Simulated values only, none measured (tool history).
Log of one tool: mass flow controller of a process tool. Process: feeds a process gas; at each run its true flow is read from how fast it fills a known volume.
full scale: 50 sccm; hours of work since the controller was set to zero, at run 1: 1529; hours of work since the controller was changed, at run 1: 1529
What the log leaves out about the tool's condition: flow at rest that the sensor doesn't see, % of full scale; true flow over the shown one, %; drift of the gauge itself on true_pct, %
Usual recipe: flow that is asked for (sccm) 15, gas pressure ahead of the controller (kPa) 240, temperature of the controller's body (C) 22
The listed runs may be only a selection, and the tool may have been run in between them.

run   hour  flow that is asked for (sccm)  gas pressure ahead of the controller (kPa)  temperature of the controller's body (C)  hours of work since the controller was set to zero  hours of work since the controller was changed  true flow (%)
  1    0.0                             15                                         240                                        22                                                1529                                            1529          98.03
  2   91.2                             15                                         240                                        22                                                1560                                            1560          97.86
  3  166.9                             15                                         240                                        22                                                1586                                            1586          97.84
  4  294.4                             15                                         240                                        22                                                1628                                            1628          97.48
  5  372.3                             15                                         150                                        22                                                1655                                            1655          97.53
  6  446.7                             15                                         240                                        22                                                1680                                            1680          97.25
  7  534.5                              7                                         160                                        29                                                1709                                            1709          96.48
  8  604.6                              6                                         258                                        22                                                1733                                            1733          96.44
  9  734.0                             15                                         195                                        32                                                1777                                            1777          96.41
 10  862.1                             15                                         195                                        32                                                1820                                            1820          96.01
 11  957.3                              9                                         240                                        28                                                1852                                            1852          95.81

Subtracting, for every run, the result it would have given without the tool's unlogged condition from the measured result gives the following. The same run-to-run variation enters both numbers; the gauge's scatter may not:
run  true flow (%)
  1          +0.00
  2          -0.15
  3          -0.28
  4          -0.50
  5          -0.64
  6          -0.76
  7          -0.89
  8          -1.01
  9          -1.25
 10          -1.46
 11          -1.62
